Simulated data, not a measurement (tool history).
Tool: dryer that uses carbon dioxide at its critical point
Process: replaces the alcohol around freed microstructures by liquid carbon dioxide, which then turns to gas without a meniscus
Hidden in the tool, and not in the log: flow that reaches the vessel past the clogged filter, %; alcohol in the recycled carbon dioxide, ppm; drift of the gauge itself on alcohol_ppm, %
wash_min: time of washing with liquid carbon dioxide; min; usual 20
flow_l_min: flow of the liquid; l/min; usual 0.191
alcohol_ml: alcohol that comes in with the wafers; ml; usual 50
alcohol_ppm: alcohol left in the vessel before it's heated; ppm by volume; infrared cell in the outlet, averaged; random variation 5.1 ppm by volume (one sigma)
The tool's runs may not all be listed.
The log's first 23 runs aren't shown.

run   hour  wash_min  flow_l_min  alcohol_ml  hours of work since the filter was changed  hours of work since the purifier's bed was changed  alcohol_ppm
 24  559.4        23       0.149          22                                         203                                                 394          132
 25  580.8        23       0.149          22                                         212                                                 403          148
 26  596.9        27       0.207         113                                         219                                                 410           65
 27  611.2        30       0.207         103                                         225                                                 416           65
 28  643.6        28       0.185          25                                         239                                                 430           69
 29  675.7        28       0.284          25                                         253                                                 443           67
 30  697.4        17        0.14          50                                         262                                                 452         1514
 31  719.4        17        0.14          50                                         271                                                 462         1527
 32  750.9        17        0.14          50                                         284                                                 475         1545
 33  773.9        12       0.191          50                                         294                                                 485         1874
 34  801.8        12       0.191          50                                         306                                                 496         1905
 35  832.5        14       0.227          50                                         319                                                 509          492

Run 36 comes next. What will it give?
 36   864        31       0.227          50                                         332                                                 523            ?

alcohol_ppm: 74 ppm by volume
Without the tool's hidden state the same run would have given alcohol_ppm 2 ppm by volume.
